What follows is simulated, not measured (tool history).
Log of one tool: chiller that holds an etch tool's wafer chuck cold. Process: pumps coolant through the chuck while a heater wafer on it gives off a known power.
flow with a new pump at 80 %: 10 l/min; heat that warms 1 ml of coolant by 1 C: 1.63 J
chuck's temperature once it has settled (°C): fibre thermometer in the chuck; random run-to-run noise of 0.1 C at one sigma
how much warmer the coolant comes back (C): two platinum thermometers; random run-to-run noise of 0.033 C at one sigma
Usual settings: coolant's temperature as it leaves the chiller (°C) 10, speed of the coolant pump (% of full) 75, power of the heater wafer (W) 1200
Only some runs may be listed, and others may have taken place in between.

run	hour	coolant's temperature as it leaves the chiller (°C)	speed of the coolant pump (% of full)	power of the heater wafer (W)	chuck's temperature once it has settled (°C)	how much warmer the coolant comes back (C)
1	0	10	75	1200	20.2	4.77
2	30.9	10	75	1200	20.1	4.76
3	59.7	10	74	1200	20.2	4.79
4	114.6	10	75	1200	20.3	4.7
5	152.1	10	75	1200	20.2	4.75
6	205.9	10	75	1200	20.2	4.76
7	250.5	10	75	1200	20.1	4.79
8	301.9	10	75	1200	20.5	4.77
9	333.9	10	75	1200	20.3	4.77
10	359.3	0	73	1172	10.3	4.76
11	400.1	0	73	1172	10.1	4.78
12	431.5	0	73	1172	10.3	4.88
13	473.1	0	88	1030	7.8	3.47
14	525.6	0	88	1030	7.6	3.52
15	555	10	70	1311	22.1	5.6
16	579.5	14	84	677	19.7	2.39
17	619.8	7	69	1255	18.8	5.53

What if the next run were any one of these 5? Each begins from the tool's condition after run 17:
A	647.8	7	69	1275	?	?
B	647.8	10	75	1043	?	?
C	647.8	20	81	1494	?	?
D	647.8	3	79	835	?	?
E	647.8	7	92	779	?	?

run	chuck's temperature once it has settled (°C)	how much warmer the coolant comes back (C)
A	19	5.56
B	19.2	4.18
C	32.1	5.53
D	10.1	3.13
E	12.9	2.52
Take away the tool's hidden state, keep each run's random variation, and the runs would have read:
run	chuck's temperature once it has settled (°C)	how much warmer the coolant comes back (C)
A	17.4	5.48
B	17.8	4.13
C	30.5	5.45
D	9	3.09
E	11.9	2.49
